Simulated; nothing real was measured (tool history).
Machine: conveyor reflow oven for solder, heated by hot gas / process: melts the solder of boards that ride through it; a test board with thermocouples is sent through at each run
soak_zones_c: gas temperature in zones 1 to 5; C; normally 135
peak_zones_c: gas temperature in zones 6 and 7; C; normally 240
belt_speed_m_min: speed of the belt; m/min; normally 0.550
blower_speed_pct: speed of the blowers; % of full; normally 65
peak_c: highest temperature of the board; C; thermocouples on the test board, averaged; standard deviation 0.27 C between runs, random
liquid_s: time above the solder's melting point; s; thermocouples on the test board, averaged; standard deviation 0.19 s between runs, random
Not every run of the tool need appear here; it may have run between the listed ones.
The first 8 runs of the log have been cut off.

At hour 105.9: flux residue cleaned out of gas plates and filters.
Run 9, hour 113.9: usual settings but belt_speed_m_min 0.524 m/min, blower_speed_pct 70 % of full. Result: peak_c 225.0 C, liquid_s 66.0 s.
Run 10, hour 125.8: usual settings but soak_zones_c 122 C. Result: peak_c 220.1 C, liquid_s 54.7 s.
Run 11, hour 136.6: usual settings. Result: peak_c 221.9 C, liquid_s 60.2 s.
Run 12, hour 154.4: usual settings but belt_speed_m_min 0.553 m/min. Result: peak_c 221.9 C, liquid_s 59.7 s.
Run 13, hour 173.1: usual settings but belt_speed_m_min 0.553 m/min. Result: peak_c 221.9 C, liquid_s 59.5 s.
Run 14, hour 182.6: usual settings but belt_speed_m_min 0.553 m/min. Result: peak_c 221.6 C, liquid_s 59.1 s.
Run 15, hour 193.3: usual settings but belt_speed_m_min 0.553 m/min. Result: peak_c 221.7 C, liquid_s 59.9 s.
Run 16, hour 209.7: usual settings but peak_zones_c 247 C, belt_speed_m_min 0.475 m/min, blower_speed_pct 56 % of full. Result: peak_c 230.5 C, liquid_s 76.4 s.
Run 17, hour 224.7: usual settings but soak_zones_c 150 C, peak_zones_c 238 C, belt_speed_m_min 0.565 m/min, blower_speed_pct 84 % of full. Result: peak_c 224.9 C, liquid_s 66.2 s.
Run 18, hour 235.7: usual settings but soak_zones_c 150 C, peak_zones_c 238 C, belt_speed_m_min 0.565 m/min, blower_speed_pct 84 % of full. Result: peak_c 225.0 C, liquid_s 66.6 s.
Run 19, hour 252.3: usual settings but soak_zones_c 150 C, peak_zones_c 238 C, belt_speed_m_min 0.565 m/min, blower_speed_pct 84 % of full. Result: peak_c 224.8 C, liquid_s 65.9 s.
Run 20, hour 263.3: usual settings but soak_zones_c 126 C, peak_zones_c 238 C, belt_speed_m_min 0.631 m/min, blower_speed_pct 55 % of full. Result: peak_c 209.7 C, liquid_s 39.7 s.
Run 21, hour 281.5: usual settings but belt_speed_m_min 0.555 m/min, blower_speed_pct 70 % of full. Result: peak_c 222.4 C, liquid_s 60.1 s.
Run 22, hour 293.7: usual settings but belt_speed_m_min 0.555 m/min, blower_speed_pct 70 % of full. Result: peak_c 222.0 C, liquid_s 60.2 s.
Run 23, hour 314.2: usual settings but belt_speed_m_min 0.555 m/min, blower_speed_pct 70 % of full. Result: peak_c 222.3 C, liquid_s 59.7 s.
Run 24, hour 328.6: usual settings but soak_zones_c 138 C, peak_zones_c 251 C, belt_speed_m_min 0.443 m/min, blower_speed_pct 72 % of full. Result: peak_c 238.9 C, liquid_s 88.3 s.
Run 25, hour 340.7: usual settings but soak_zones_c 138 C, peak_zones_c 233 C, belt_speed_m_min 0.443 m/min, blower_speed_pct 72 % of full. Result: peak_c 222.7 C, liquid_s 78.4 s.
Run 26, hour 353.0: usual settings but soak_zones_c 138 C, peak_zones_c 254 C, belt_speed_m_min 0.443 m/min, blower_speed_pct 72 % of full. Result: peak_c 241.7 C, liquid_s 89.9 s.
Run 27, hour 370.6: usual settings but soak_zones_c 138 C, peak_zones_c 251 C, belt_speed_m_min 0.526 m/min, blower_speed_pct 72 % of full. Result: peak_c 234.2 C, liquid_s 72.1 s.
Run 28, hour 383.8: usual settings but soak_zones_c 127 C, belt_speed_m_min 0.603 m/min, blower_speed_pct 86 % of full. Result: peak_c 220.9 C, liquid_s 52.0 s.

Run 29 is up next; what results do you expect?
Run 29, hour 398.9: usual settings but soak_zones_c 130 C, peak_zones_c 241 C, belt_speed_m_min 0.494 m/min, blower_speed_pct 60 % of full. Result: peak_c ?, liquid_s ?.

{"run 29": {"peak_c": 224.1, "liquid_s": 66.7}}
Had the tool carried no hidden state, the very same run would have given peak_c 224.9 C, liquid_s 66.1 s.

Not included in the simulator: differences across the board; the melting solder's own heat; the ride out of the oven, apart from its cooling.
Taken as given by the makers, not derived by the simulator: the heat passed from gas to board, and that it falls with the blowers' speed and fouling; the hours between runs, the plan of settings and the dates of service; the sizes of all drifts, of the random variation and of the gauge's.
